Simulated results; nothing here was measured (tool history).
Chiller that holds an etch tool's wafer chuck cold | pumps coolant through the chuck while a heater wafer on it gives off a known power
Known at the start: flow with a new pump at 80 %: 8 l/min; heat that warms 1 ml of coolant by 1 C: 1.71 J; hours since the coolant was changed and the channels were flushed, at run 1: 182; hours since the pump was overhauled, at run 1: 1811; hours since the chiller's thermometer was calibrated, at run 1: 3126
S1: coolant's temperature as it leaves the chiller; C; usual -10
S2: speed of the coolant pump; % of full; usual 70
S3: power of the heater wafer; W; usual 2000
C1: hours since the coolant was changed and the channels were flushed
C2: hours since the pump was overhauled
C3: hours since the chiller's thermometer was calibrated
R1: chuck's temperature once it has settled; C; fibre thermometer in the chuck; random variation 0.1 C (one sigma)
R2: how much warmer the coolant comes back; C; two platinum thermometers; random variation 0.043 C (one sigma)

run	hour	S1	S2	S3	C1	C2	C3	R1	R2
1	0.0	-10	70	2000	182	1811	3126	6.3	10.52
2	47.4	-10	70	2000	229	1858	3174	6.4	10.45
# hour 129.0: chiller's thermometer calibrated
3	132.7	-10	70	2000	314	1942	4	6.4	10.57
4	210.3	-10	70	2000	391	2020	81	6.3	10.51
5	291.9	-10	70	2000	473	2102	163	6.5	10.59
6	354.5	-10	70	2000	535	2164	226	6.2	10.49
7	416.1	-2	70	2000	597	2226	287	14.4	10.51
8	477.8	-10	70	2000	659	2288	349	6.5	10.52
9	533.2	-10	70	2000	714	2343	404	6.4	10.52
10	598.8	-10	70	2000	780	2408	470	6.5	10.50
11	696.1	-10	65	1411	877	2506	567	2.2	8.11

Forecast each of these 3 alternatives for the next run:
A	796.6	-10	65	1491	978	2606	668	?	?
B	796.6	-11	69	1355	978	2606	668	?	?
C	796.6	-13	69	1087	978	2606	668	?	?

run	R1	R2
A	3.1	8.60
B	0.4	7.27
C	-3.9	5.85
Without the tool's hidden state the same runs would have given:
run	R1	R2
A	2.6	8.33
B	0.0	7.04
C	-4.2	5.67
